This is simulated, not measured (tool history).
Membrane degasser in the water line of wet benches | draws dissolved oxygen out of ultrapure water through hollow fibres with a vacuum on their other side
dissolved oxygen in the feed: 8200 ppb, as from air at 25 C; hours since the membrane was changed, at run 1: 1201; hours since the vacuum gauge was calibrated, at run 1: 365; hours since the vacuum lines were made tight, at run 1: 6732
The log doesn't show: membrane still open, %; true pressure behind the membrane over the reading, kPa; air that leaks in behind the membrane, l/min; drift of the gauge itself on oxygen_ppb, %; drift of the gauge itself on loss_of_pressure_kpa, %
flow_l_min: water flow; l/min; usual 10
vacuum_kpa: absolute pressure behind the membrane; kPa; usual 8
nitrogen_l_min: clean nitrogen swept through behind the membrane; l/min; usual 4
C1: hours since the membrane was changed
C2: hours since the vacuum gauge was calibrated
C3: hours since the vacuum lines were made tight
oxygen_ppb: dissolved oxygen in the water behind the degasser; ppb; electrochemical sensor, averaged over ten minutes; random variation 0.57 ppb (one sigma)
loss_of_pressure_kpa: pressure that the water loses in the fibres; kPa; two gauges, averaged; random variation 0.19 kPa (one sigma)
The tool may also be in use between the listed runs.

{"run": 1, "day": 0.0, "flow_l_min": 10, "vacuum_kpa": 8, "nitrogen_l_min": 4, "C1": 1201, "C2": 365, "C3": 6732, "oxygen_ppb": 50, "loss_of_pressure_kpa": 36.39}
{"run": 2, "day": 5.217, "flow_l_min": 10, "vacuum_kpa": 8, "nitrogen_l_min": 4, "C1": 1326, "C2": 490, "C3": 6857, "oxygen_ppb": 49.3, "loss_of_pressure_kpa": 36.25}
{"run": 3, "day": 10.742, "flow_l_min": 10, "vacuum_kpa": 10.1, "nitrogen_l_min": 4, "C1": 1458, "C2": 623, "C3": 6990, "oxygen_ppb": 63.8, "loss_of_pressure_kpa": 36.39}
{"run": 4, "day": 15.742, "flow_l_min": 10, "vacuum_kpa": 19.49, "nitrogen_l_min": 4, "C1": 1578, "C2": 743, "C3": 7110, "oxygen_ppb": 125, "loss_of_pressure_kpa": 36.42}
{"run": 5, "day": 20.85, "flow_l_min": 10, "vacuum_kpa": 19.49, "nitrogen_l_min": 4, "C1": 1701, "C2": 865, "C3": 7232, "oxygen_ppb": 124.9, "loss_of_pressure_kpa": 36.29}
{"run": 6, "day": 23.617, "flow_l_min": 10, "vacuum_kpa": 6.67, "nitrogen_l_min": 4, "C1": 1767, "C2": 932, "C3": 7299, "oxygen_ppb": 42.1, "loss_of_pressure_kpa": 36.69}
{"run": 7, "day": 27.088, "flow_l_min": 10, "vacuum_kpa": 6.67, "nitrogen_l_min": 4, "C1": 1851, "C2": 1015, "C3": 7382, "oxygen_ppb": 40.7, "loss_of_pressure_kpa": 36.4}
{"run": 8, "day": 31.429, "flow_l_min": 10, "vacuum_kpa": 6.67, "nitrogen_l_min": 4, "C1": 1955, "C2": 1119, "C3": 7486, "oxygen_ppb": 42.8, "loss_of_pressure_kpa": 36.38}
{"run": 9, "day": 36.546, "flow_l_min": 10, "vacuum_kpa": 6.67, "nitrogen_l_min": 4, "C1": 2078, "C2": 1242, "C3": 7609, "oxygen_ppb": 41.9, "loss_of_pressure_kpa": 36.88}
{"run": 10, "day": 39.908, "flow_l_min": 10, "vacuum_kpa": 6.67, "nitrogen_l_min": 4, "C1": 2158, "C2": 1323, "C3": 7690, "oxygen_ppb": 42.4, "loss_of_pressure_kpa": 36.3}
{"run": 11, "day": 44.671, "flow_l_min": 13, "vacuum_kpa": 6.67, "nitrogen_l_min": 4, "C1": 2273, "C2": 1437, "C3": 7804, "oxygen_ppb": 72.8, "loss_of_pressure_kpa": 47.24}
{"run": 12, "day": 48.467, "flow_l_min": 6, "vacuum_kpa": 10.01, "nitrogen_l_min": 2.93, "C1": 2364, "C2": 1528, "C3": 7895, "oxygen_ppb": 41.1, "loss_of_pressure_kpa": 21.94}
{"run": 13, "day": 52.1, "flow_l_min": 7, "vacuum_kpa": 10.01, "nitrogen_l_min": 2.27, "C1": 2451, "C2": 1615, "C3": 7982, "oxygen_ppb": 61, "loss_of_pressure_kpa": 25.72}
{"run": 14, "day": 55.804, "flow_l_min": 15, "vacuum_kpa": 10.18, "nitrogen_l_min": 4, "C1": 2540, "C2": 1704, "C3": 8071, "oxygen_ppb": 130.6, "loss_of_pressure_kpa": 54.87}
{"run": 15, "day": 58.25, "flow_l_min": 10, "vacuum_kpa": 17.53, "nitrogen_l_min": 5.34, "C1": 2599, "C2": 1763, "C3": 8130, "oxygen_ppb": 91.5, "loss_of_pressure_kpa": 36.43}
{"run": 16, "day": 60.967, "flow_l_min": 7, "vacuum_kpa": 17.43, "nitrogen_l_min": 2.24, "C1": 2664, "C2": 1828, "C3": 8195, "oxygen_ppb": 122.6, "loss_of_pressure_kpa": 25.71}
{"run": 17, "day": 64.45, "flow_l_min": 7, "vacuum_kpa": 8.45, "nitrogen_l_min": 3.38, "C1": 2747, "C2": 1912, "C3": 8279, "oxygen_ppb": 35.2, "loss_of_pressure_kpa": 25.54}
{"run": 18, "day": 67.262, "flow_l_min": 7, "vacuum_kpa": 8.45, "nitrogen_l_min": 3.38, "C1": 2815, "C2": 1979, "C3": 8346, "oxygen_ppb": 35.3, "loss_of_pressure_kpa": 25.48}
{"run": 19, "day": 71.883, "flow_l_min": 10, "vacuum_kpa": 11.64, "nitrogen_l_min": 3.84, "C1": 2926, "C2": 2090, "C3": 8457, "oxygen_ppb": 75.4, "loss_of_pressure_kpa": 36.47}
{"run": 20, "day": 76.083, "flow_l_min": 10, "vacuum_kpa": 11.64, "nitrogen_l_min": 1.91, "C1": 3027, "C2": 2191, "C3": 8558, "oxygen_ppb": 131.9, "loss_of_pressure_kpa": 36.91}
{"run": 21, "day": 79.246, "flow_l_min": 10, "vacuum_kpa": 11.64, "nitrogen_l_min": 1.91, "C1": 3103, "C2": 2267, "C3": 8634, "oxygen_ppb": 133.6, "loss_of_pressure_kpa": 36.81}
{"run": 22, "day": 82.15, "flow_l_min": 10, "vacuum_kpa": 16.11, "nitrogen_l_min": 11.34, "C1": 3172, "C2": 2336, "C3": 8704, "oxygen_ppb": 49.9, "loss_of_pressure_kpa": 37.04}

Measured less the same run without the tool's hidden state. The same run-to-run variation is in both; the gauge's scatter may not be:
run=1 oxygen_ppb=+1.8 loss_of_pressure_kpa=+0.13
run=2 oxygen_ppb=+1.9 loss_of_pressure_kpa=+0.14
run=3 oxygen_ppb=+2.7 loss_of_pressure_kpa=+0.16
run=4 oxygen_ppb=+5.8 loss_of_pressure_kpa=+0.17
run=5 oxygen_ppb=+6 loss_of_pressure_kpa=+0.18
run=6 oxygen_ppb=+1.8 loss_of_pressure_kpa=+0.19
run=7 oxygen_ppb=+1.9 loss_of_pressure_kpa=+0.2
run=8 oxygen_ppb=+2 loss_of_pressure_kpa=+0.21
run=9 oxygen_ppb=+2 loss_of_pressure_kpa=+0.23
run=10 oxygen_ppb=+2.1 loss_of_pressure_kpa=+0.23
run=11 oxygen_ppb=+2.9 loss_of_pressure_kpa=+0.32
run=12 oxygen_ppb=+3.8 loss_of_pressure_kpa=+0.15
run=13 oxygen_ppb=+4.7 loss_of_pressure_kpa=+0.18
run=14 oxygen_ppb=+5 loss_of_pressure_kpa=+0.42
run=15 oxygen_ppb=+5.2 loss_of_pressure_kpa=+0.28
run=16 oxygen_ppb=+9.7 loss_of_pressure_kpa=+0.2
run=17 oxygen_ppb=+2.9 loss_of_pressure_kpa=+0.21
run=18 oxygen_ppb=+2.9 loss_of_pressure_kpa=+0.22
run=19 oxygen_ppb=+4.5 loss_of_pressure_kpa=+0.32
run=20 oxygen_ppb=+7.7 loss_of_pressure_kpa=+0.33
run=21 oxygen_ppb=+7.9 loss_of_pressure_kpa=+0.34
run=22 oxygen_ppb=+3.1 loss_of_pressure_kpa=+0.34
